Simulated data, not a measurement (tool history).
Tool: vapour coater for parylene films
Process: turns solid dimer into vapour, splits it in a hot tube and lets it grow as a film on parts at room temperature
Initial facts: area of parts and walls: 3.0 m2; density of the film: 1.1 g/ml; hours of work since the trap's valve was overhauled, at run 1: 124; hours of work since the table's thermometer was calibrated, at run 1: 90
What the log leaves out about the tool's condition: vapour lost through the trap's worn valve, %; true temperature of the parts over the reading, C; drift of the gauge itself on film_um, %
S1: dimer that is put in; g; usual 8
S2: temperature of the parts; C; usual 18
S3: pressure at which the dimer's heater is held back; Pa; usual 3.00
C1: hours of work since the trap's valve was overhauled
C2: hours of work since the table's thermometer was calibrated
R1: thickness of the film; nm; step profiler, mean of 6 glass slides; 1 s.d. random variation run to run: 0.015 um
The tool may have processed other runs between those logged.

| run | hour | S1 | S2 | S3 | C1 | C2 | R1 |
|---|---|---|---|---|---|---|---|
| 1 | 0.0 | 8 | 18 | 3.00 | 124 | 90 | 1350 |
| 2 | 26.6 | 8 | 18 | 3.00 | 144 | 110 | 1360 |
| 3 | 61.8 | 8 | 18 | 3.00 | 172 | 138 | 1330 |
| 4 | 97.0 | 8 | 18 | 3.00 | 199 | 165 | 1310 |
| 5 | 129.9 | 8 | 18 | 3.00 | 225 | 191 | 1300 |
| 6 | 168.3 | 8 | 18 | 3.00 | 254 | 221 | 1310 |
| 7 | 191.7 | 8 | 18 | 3.00 | 273 | 239 | 1290 |
| 8 | 209.4 | 8 | 18 | 3.00 | 286 | 253 | 1260 |
| 9 | 237.0 | 8 | 18 | 3.00 | 308 | 274 | 1270 |
| 10 | 266.9 | 8 | 18 | 3.00 | 331 | 297 | 1280 |
| 11 | 304.6 | 8 | 18 | 3.00 | 360 | 327 | 1240 |
| 12 | 333.7 | 8 | 18 | 3.00 | 383 | 349 | 1240 |
|  | 343.6 | trap's valve overhauled |
| 13 | 370.0 | 8 | 18 | 3.00 | 20 | 374 | 1170 |
| 14 | 388.1 | 3 | 18 | 3.00 | 35 | 388 | 450 |
| 15 | 425.7 | 8 | 18 | 3.00 | 64 | 418 | 1160 |
| 16 | 443.3 | 8 | 18 | 3.00 | 77 | 431 | 1170 |
| 17 | 460.6 | 8 | 18 | 3.00 | 91 | 445 | 1170 |
| 18 | 489.8 | 8 | 18 | 3.00 | 114 | 467 | 1160 |
| 19 | 516.1 | 8 | 18 | 3.00 | 134 | 488 | 1150 |
| 20 | 533.1 | 7 | 12 | 4.68 | 147 | 501 | 1140 |
| 21 | 555.6 | 7 | 12 | 6.38 | 165 | 519 | 1070 |
|  | 575.8 | trap's valve overhauled, once more |
| 22 | 595.1 | 7 | 12 | 6.38 | 15 | 546 | 1370 |
| 23 | 627.1 | 7 | 12 | 6.38 | 40 | 571 | 1330 |
| 24 | 658.6 | 12 | 13 | 9.90 | 64 | 596 | 2120 |
| 25 | 684.7 | 12 | 13 | 6.35 | 85 | 616 | 2240 |
| 26 | 703.7 | 5 | 13 | 2.39 | 99 | 631 | 1070 |
| 27 | 731.5 | 5 | 29 | 10.16 | 121 | 652 | 580 |

Predict the results of run 28:
| 28 | 749.9 | 5 | 29 | 2.38 | 135 | 667 | ? |

Run 28 produced R1 670 nm.
On a tool with no hidden condition, and with the same random variation, this run would have come out at R1 680 nm.
